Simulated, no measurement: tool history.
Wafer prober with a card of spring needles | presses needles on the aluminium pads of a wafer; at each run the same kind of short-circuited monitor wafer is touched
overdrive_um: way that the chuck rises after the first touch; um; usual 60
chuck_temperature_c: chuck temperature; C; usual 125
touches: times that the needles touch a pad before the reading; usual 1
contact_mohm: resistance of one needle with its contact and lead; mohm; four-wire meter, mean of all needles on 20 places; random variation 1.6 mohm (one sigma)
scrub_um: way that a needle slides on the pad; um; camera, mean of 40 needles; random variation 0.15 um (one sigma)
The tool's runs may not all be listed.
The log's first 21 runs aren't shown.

run,hour,overdrive_um,chuck_temperature_c,touches,touches since the tips were cleaned,cleanings since the card got new needles,touches since the first contact's height was set,contact_mohm,scrub_um
# hour 249.0: tips cleaned on abrasive film
22,253.5,55,49,2,1728,43,235645,202,12.69
# hour 262.0: tips cleaned on abrasive film
23,264.7,70,37,1,1032,44,239908,190,16.43
# hour 275.7: tips cleaned on abrasive film
# hour 276.0: height of the first contact set anew
24,278.2,44,34,2,817,45,817,192,11.05
# hour 289.1: tips cleaned on abrasive film
25,291.3,44,34,2,853,46,5839,196,10.84
26,301.3,49,32,2,4713,46,9699,245,12.12
# hour 302.8: tips cleaned on abrasive film
27,314.7,56,32,2,4568,47,14810,225,13.57
# hour 315.9: tips cleaned on abrasive film
# hour 328.8: tips cleaned on abrasive film
28,330.3,72,48,1,586,49,20750,173,17.58
# hour 341.8: tips cleaned on abrasive film
29,346.1,52,78,1,1684,50,26810,238,12.61
# hour 355.4: tips cleaned on abrasive film
30,361.1,53,66,1,2195,51,32522,253,12.96
# hour 369.1: tips cleaned on abrasive film
31,372.6,57,66,2,1328,52,36921,195,13.46
32,381.7,57,66,2,4825,52,40418,229,13.67

Forecast each of these 3 alternatives for the next run:
# hour 383.2: tips cleaned on abrasive film
# hour 396.7: tips cleaned on abrasive film
A,398.1,68,84,1,552,54,46679,?,?
# hour 383.2: tips cleaned on abrasive film
# hour 396.7: tips cleaned on abrasive film
B,398.1,55,37,1,552,54,46679,?,?
# hour 383.2: tips cleaned on abrasive film
# hour 396.7: tips cleaned on abrasive film
C,398.1,56,66,2,552,54,46679,?,?

run,contact_mohm,scrub_um
A,184,16.62
B,194,13.68
C,180,13.44
Without the tool's hidden state the same runs would have given:
run,contact_mohm,scrub_um
A,154,16.83
B,149,13.89
C,154,13.65
